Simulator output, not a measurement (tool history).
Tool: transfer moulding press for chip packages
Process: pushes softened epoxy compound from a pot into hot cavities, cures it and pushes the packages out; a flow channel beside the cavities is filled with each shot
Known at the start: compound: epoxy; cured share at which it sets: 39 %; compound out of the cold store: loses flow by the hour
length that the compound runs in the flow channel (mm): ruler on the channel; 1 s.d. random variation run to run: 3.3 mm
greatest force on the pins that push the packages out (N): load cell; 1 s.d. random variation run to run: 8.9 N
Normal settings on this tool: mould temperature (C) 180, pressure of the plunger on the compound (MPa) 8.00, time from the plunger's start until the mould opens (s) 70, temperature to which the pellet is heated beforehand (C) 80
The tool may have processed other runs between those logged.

run,hour,mould temperature (C),pressure of the plunger on the compound (MPa),time from the plunger's start until the mould opens (s),temperature to which the pellet is heated beforehand (C),incoming compound's hours out of the cold store,length that the compound runs in the flow channel (mm),greatest force on the pins that push the packages out (N)
1,0.0,180,8.00,70,80,36.7,670,425
2,6.1,180,6.85,70,80,41.4,615,517
3,10.7,180,6.85,70,80,47.6,597,542
4,19.2,180,6.85,70,80,23.7,648,705
5,26.9,180,8.00,64,80,41.3,661,956
6,32.5,180,8.00,64,75,18.2,720,1123
7,42.0,180,8.00,64,75,42.8,657,1083
# hour 44.1: cavities cleaned with cleaning compound and waxed
8,48.2,175,8.00,70,80,29.1,703,704
9,58.4,175,8.00,70,80,41.3,668,901
10,63.1,175,8.00,70,80,40.4,670,941
11,68.0,175,8.00,70,80,37.2,673,1002
12,76.7,175,8.00,70,80,10.5,743,1219
13,82.1,175,8.00,70,80,30.6,688,1131
# hour 88.4: cavities cleaned with cleaning compound and waxed
14,92.4,175,8.00,70,80,9.8,742,765
15,98.4,175,8.00,70,80,38.6,675,807
16,108.8,183,8.19,63,86,22.7,700,780
17,117.5,180,6.26,70,80,16.2,627,812
18,127.5,186,8.34,54,86,39.0,658,1107
# hour 132.4: cavities cleaned with cleaning compound and waxed
19,134.2,180,6.14,70,89,10.1,631,484
20,141.2,180,6.14,70,89,24.1,600,555
21,145.4,180,6.14,70,89,40.2,571,588
22,154.4,180,6.14,70,89,8.7,633,779
23,163.1,183,7.63,70,80,16.8,675,694
24,172.1,186,7.63,80,87,25.5,656,418
# hour 176.2: cavities cleaned with cleaning compound and waxed
25,181.8,179,6.88,97,80,12.3,669,283
26,191.2,181,6.54,97,74,21.6,620,335
27,195.7,175,7.11,61,77,38.4,623,1310
28,201.1,186,7.09,74,77,35.8,605,447
29,210.6,187,6.42,70,73,46.7,553,521
# hour 213.6: plunger's sealing rings changed
# hour 222.6: cavities cleaned with cleaning compound and waxed
30,224.2,187,6.48,78,73,22.2,635,235

Table of differences, measured result less the result of that run with no hidden state. Run-to-run variation is the same in both. Gauge scatter possibly is not:
Hidden state at play: true mould temperature over the reading, C; pressure that reaches the compound, % of what is set; grip of the stained cavities, % over clean ones'; drift of the gauge itself on flow_mm, %; drift of the gauge itself on push_out_n, %.
run,length that the compound runs in the flow channel (mm),greatest force on the pins that push the packages out (N)
1,-6,+5
2,-5,+117
3,-6,+170
4,-8,+286
5,-9,+442
6,-10,+540
7,-10,+552
8,-12,+117
9,-11,+330
10,-12,+386
11,-13,+445
12,-15,+590
13,-14,+566
14,-17,+115
15,-16,+237
16,-17,+326
17,-17,+382
18,-19,+559
19,-19,+53
20,-19,+159
21,-18,+207
22,-21,+341
23,-23,+337
24,-24,+213
25,-26,+66
26,-24,+129
27,-25,+558
28,-25,+204
29,-24,+260
30,-2,+24
